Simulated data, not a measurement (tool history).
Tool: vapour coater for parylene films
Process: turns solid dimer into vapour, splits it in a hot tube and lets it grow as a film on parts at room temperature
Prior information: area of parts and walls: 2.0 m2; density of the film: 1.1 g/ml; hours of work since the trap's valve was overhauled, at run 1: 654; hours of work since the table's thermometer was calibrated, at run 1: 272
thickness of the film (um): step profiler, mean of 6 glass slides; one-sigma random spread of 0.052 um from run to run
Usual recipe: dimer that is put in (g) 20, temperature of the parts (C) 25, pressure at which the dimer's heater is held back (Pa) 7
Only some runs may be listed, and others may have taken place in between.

run,hour,dimer that is put in (g),temperature of the parts (C),pressure at which the dimer's heater is held back (Pa),hours of work since the trap's valve was overhauled,hours of work since the table's thermometer was calibrated,thickness of the film (um)
1,0,20,25,7,654,272,5.27
# hour 14: trap's valve overhauled
2,36.9,20,25,7,20,302,5.97
3,106,20,25,3.76,82,363,6.18
4,181.6,14,25,7,149,431,4.08
5,248,14,25,7,209,490,4.05
6,284.8,20,25,7,241,523,5.73
# hour 289.9: table's thermometer calibrated
7,345,11,25,3.67,294,49,3.27
8,408.1,11,25,3.67,350,105,3.28
9,470.9,10,29,2.27,406,161,2.66
10,550.9,26,21,3.29,478,233,8.55
11,623.6,26,21,3.29,543,298,8.47
# hour 662.7: table's thermometer calibrated, once more
12,675.9,30,34,11.03,588,12,5.97

Measured less the same run without the tool's hidden state. The same run-to-run variation is in both; the gauge's scatter may not be:
Hidden state present: vapour lost through the trap's worn valve, %; true temperature of the parts over the reading, C; drift of the gauge itself on film_um, %.
run,thickness of the film (um)
1,-0.71
2,-0.03
3,-0.1
4,-0.11
5,-0.15
6,-0.24
7,-0.16
8,-0.19
9,-0.19
10,-0.72
11,-0.82
12,-0.76
